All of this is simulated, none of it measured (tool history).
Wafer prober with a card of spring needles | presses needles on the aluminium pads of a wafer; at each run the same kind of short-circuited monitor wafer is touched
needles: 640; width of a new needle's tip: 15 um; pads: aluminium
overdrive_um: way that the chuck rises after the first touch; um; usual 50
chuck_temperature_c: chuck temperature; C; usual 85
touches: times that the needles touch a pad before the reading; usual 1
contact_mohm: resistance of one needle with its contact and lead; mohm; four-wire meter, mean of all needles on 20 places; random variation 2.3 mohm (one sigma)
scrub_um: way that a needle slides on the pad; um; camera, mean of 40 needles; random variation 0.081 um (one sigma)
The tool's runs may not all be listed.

Run 1, hour 0: usual settings. Result: contact_mohm 267 mohm, scrub_um 6.97 um.
At hour 7.2: tips cleaned on abrasive film.
At hour 16: tips cleaned on abrasive film.
At hour 19.9: height of the first contact set anew.
At hour 25.3: tips cleaned on abrasive film.
At hour 34.1: tips cleaned on abrasive film.
Run 2, hour 35.2: usual settings. Result: contact_mohm 263 mohm, scrub_um 7.82 um.
At hour 42.3: tips cleaned on abrasive film.
At hour 49.5: tips cleaned on abrasive film.
Run 3, hour 54: usual settings but chuck_temperature_c 59 C. Result: contact_mohm 267 mohm, scrub_um 7.74 um.
At hour 57.6: tips cleaned on abrasive film.
At hour 64.8: tips cleaned on abrasive film.
At hour 72.4: tips cleaned on abrasive film.
Run 4, hour 72.4: usual settings but chuck_temperature_c 59 C. Result: contact_mohm 254 mohm, scrub_um 7.75 um.
At hour 81.3: tips cleaned on abrasive film.
At hour 90.2: tips cleaned on abrasive film.
At hour 97.3: tips cleaned on abrasive film.
At hour 106.1: tips cleaned on abrasive film.
Run 5, hour 107.6: usual settings but chuck_temperature_c 59 C. Result: contact_mohm 258 mohm, scrub_um 7.77 um.
At hour 114.8: tips cleaned on abrasive film.
At hour 121.9: tips cleaned on abrasive film.
At hour 130.7: tips cleaned on abrasive film.
At hour 139: tips cleaned on abrasive film.
Run 6, hour 139: usual settings but chuck_temperature_c 59 C. Result: contact_mohm 255 mohm, scrub_um 7.54 um.
At hour 147.7: tips cleaned on abrasive film.
At hour 156.4: tips cleaned on abrasive film.
At hour 165.3: tips cleaned on abrasive film.
Run 7, hour 167.1: usual settings but chuck_temperature_c 59 C. Result: contact_mohm 258 mohm, scrub_um 7.42 um.
At hour 174.2: tips cleaned on abrasive film.
At hour 183.1: tips cleaned on abrasive film.
At hour 192: tips cleaned on abrasive film.
Run 8, hour 196.6: usual settings but overdrive_um 65 um. Result: contact_mohm 265 mohm, scrub_um 9.83 um.
At hour 200.2: tips cleaned on abrasive film.
At hour 207.4: tips cleaned on abrasive film.
At hour 214.5: tips cleaned on abrasive film.
At hour 223.4: tips cleaned on abrasive film.
Run 9, hour 229.8: usual settings but overdrive_um 65 um. Result: contact_mohm 266 mohm, scrub_um 9.59 um.
At hour 231.6: tips cleaned on abrasive film.
At hour 240.4: tips cleaned on abrasive film.
Run 10, hour 246.7: usual settings but overdrive_um 65 um. Result: contact_mohm 269 mohm, scrub_um 9.61 um.
At hour 248.5: tips cleaned on abrasive film.
At hour 257.4: tips cleaned on abrasive film.
At hour 266.3: tips cleaned on abrasive film.
At hour 273.5: tips cleaned on abrasive film.
At hour 280.7: tips cleaned on abrasive film.
Run 11, hour 281.8: usual settings but overdrive_um 65 um. Result: contact_mohm 258 mohm, scrub_um 9.66 um.
At hour 288.9: tips cleaned on abrasive film.
At hour 297.9: tips cleaned on abrasive film.
Run 12, hour 298.3: usual settings but overdrive_um 65 um. Result: contact_mohm 258 mohm, scrub_um 9.54 um.
At hour 305.4: tips cleaned on abrasive film.
At hour 312.6: tips cleaned on abrasive film.
At hour 319.7: tips cleaned on abrasive film.
At hour 328.5: tips cleaned on abrasive film.
At hour 335.8: tips cleaned on abrasive film.
Run 13, hour 335.8: usual settings but overdrive_um 65 um, touches 3. Result: contact_mohm 259 mohm, scrub_um 9.3 um.
At hour 344.5: tips cleaned on abrasive film.
At hour 351.7: tips cleaned on abrasive film.
At hour 360.4: tips cleaned on abrasive film.
Run 14, hour 366.6: usual settings but overdrive_um 65 um, touches 3. Result: contact_mohm 262 mohm, scrub_um 9.48 um.
At hour 368.4: tips cleaned on abrasive film.
At hour 375.6: tips cleaned on abrasive film.
At hour 384.2: tips cleaned on abrasive film.
Run 15, hour 387.2: usual settings but overdrive_um 65 um, touches 3. Result: contact_mohm 260 mohm, scrub_um 9.17 um.
At hour 391: height of the first contact set anew.
At hour 392.9: tips cleaned on abrasive film.
At hour 401.8: tips cleaned on abrasive film.
At hour 410.5: tips cleaned on abrasive film.
Run 16, hour 414: usual settings but overdrive_um 65 um, touches 3. Result: contact_mohm 258 mohm, scrub_um 10.13 um.
At hour 419.3: tips cleaned on abrasive film.
At hour 428.2: tips cleaned on abrasive film.
At hour 436.9: tips cleaned on abrasive film.
Run 17, hour 442.8: usual settings but overdrive_um 32 um, chuck_temperature_c 33 C, touches 3. Result: contact_mohm 269 mohm, scrub_um 5.02 um.
At hour 444.6: tips cleaned on abrasive film.
At hour 453.6: tips cleaned on abrasive film.
Run 18, hour 460.4: usual settings but overdrive_um 44 um, chuck_temperature_c 98 C. Result: contact_mohm 294 mohm, scrub_um 6.65 um.
At hour 462.3: tips cleaned on abrasive film.
At hour 469.4: tips cleaned on abrasive film.
At hour 478.3: tips cleaned on abrasive film.
At hour 485.7: tips cleaned on abrasive film.
Run 19, hour 485.7: usual settings but overdrive_um 55 um, chuck_temperature_c 103 C. Result: contact_mohm 267 mohm, scrub_um 8.34 um.
At hour 492.9: tips cleaned on abrasive film.
At hour 501.6: tips cleaned on abrasive film.
Run 20, hour 505.5: usual settings but chuck_temperature_c 29 C. Result: contact_mohm 259 mohm, scrub_um 7.57 um.
At hour 509.1: tips cleaned on abrasive film.
At hour 516.3: tips cleaned on abrasive film.
At hour 523.9: tips cleaned on abrasive film.
Run 21, hour 523.9: usual settings but overdrive_um 44 um, chuck_temperature_c 36 C. Result: contact_mohm 258 mohm, scrub_um 6.69 um.
At hour 531.1: tips cleaned on abrasive film.
At hour 538.2: tips cleaned on abrasive film.
Run 22, hour 541.3: usual settings but overdrive_um 34 um, chuck_temperature_c 80 C. Result: contact_mohm 295 mohm, scrub_um 5.05 um.
At hour 546.7: tips cleaned on abrasive film.
At hour 553.9: tips cleaned on abrasive film.
At hour 562.8: tips cleaned on abrasive film.
At hour 571.7: tips cleaned on abrasive film.
Run 23, hour 574.3: usual settings but overdrive_um 54 um, chuck_temperature_c 80 C, touches 2. Result: contact_mohm 263 mohm, scrub_um 8.05 um.
At hour 579.7: tips cleaned on abrasive film.
At hour 586.8: tips cleaned on abrasive film.
At hour 594: tips cleaned on abrasive film.
At hour 602.9: tips cleaned on abrasive film.
At hour 610.1: tips cleaned on abrasive film.
Run 24, hour 613.1: usual settings but overdrive_um 54 um, chuck_temperature_c 98 C, touches 2. Result: contact_mohm 272 mohm, scrub_um 8.07 um.
At hour 618.4: tips cleaned on abrasive film.
At hour 630.4: card fitted with new needles.
At hour 639.3: tips cleaned on abrasive film.
At hour 648.2: tips cleaned on abrasive film.
At hour 656.7: tips cleaned on abrasive film.
Run 25, hour 663.1: usual settings but overdrive_um 54 um, chuck_temperature_c 98 C, touches 2. Result: contact_mohm 264 mohm, scrub_um 8.28 um.

4 ways to go on from here, each from the tool as it stands after run 25. What would each give?
At hour 665: tips cleaned on abrasive film.
At hour 673.9: tips cleaned on abrasive film.
At hour 681: tips cleaned on abrasive film.
At hour 689.9: tips cleaned on abrasive film.
At hour 697.1: tips cleaned on abrasive film.
Run A, hour 697.4: usual settings but overdrive_um 37 um, chuck_temperature_c 79 C. Result: contact_mohm ?, scrub_um ?.
At hour 665: tips cleaned on abrasive film.
At hour 673.9: tips cleaned on abrasive film.
At hour 681: tips cleaned on abrasive film.
At hour 689.9: tips cleaned on abrasive film.
At hour 697.1: tips cleaned on abrasive film.
Run B, hour 697.4: usual settings but overdrive_um 65 um, chuck_temperature_c 32 C, touches 2. Result: contact_mohm ?, scrub_um ?.
At hour 665: tips cleaned on abrasive film.
At hour 673.9: tips cleaned on abrasive film.
At hour 681: tips cleaned on abrasive film.
At hour 689.9: tips cleaned on abrasive film.
At hour 697.1: tips cleaned on abrasive film.
Run C, hour 697.4: usual settings but overdrive_um 39 um, chuck_temperature_c 98 C, touches 2. Result: contact_mohm ?, scrub_um ?.
At hour 665: tips cleaned on abrasive film.
At hour 673.9: tips cleaned on abrasive film.
At hour 681: tips cleaned on abrasive film.
At hour 689.9: tips cleaned on abrasive film.
At hour 697.1: tips cleaned on abrasive film.
Run D, hour 697.4: usual settings but overdrive_um 67 um, chuck_temperature_c 103 C, touches 2. Result: contact_mohm ?, scrub_um ?.

run  contact_mohm  scrub_um
  A           264      5.65
  B           238      9.87
  C           268      5.91
  D           260     10.34
Without the tool's hidden state the same runs would have given:
run  contact_mohm  scrub_um
  A           261       5.8
  B           237     10.02
  C           266      6.06
  D           259     10.49
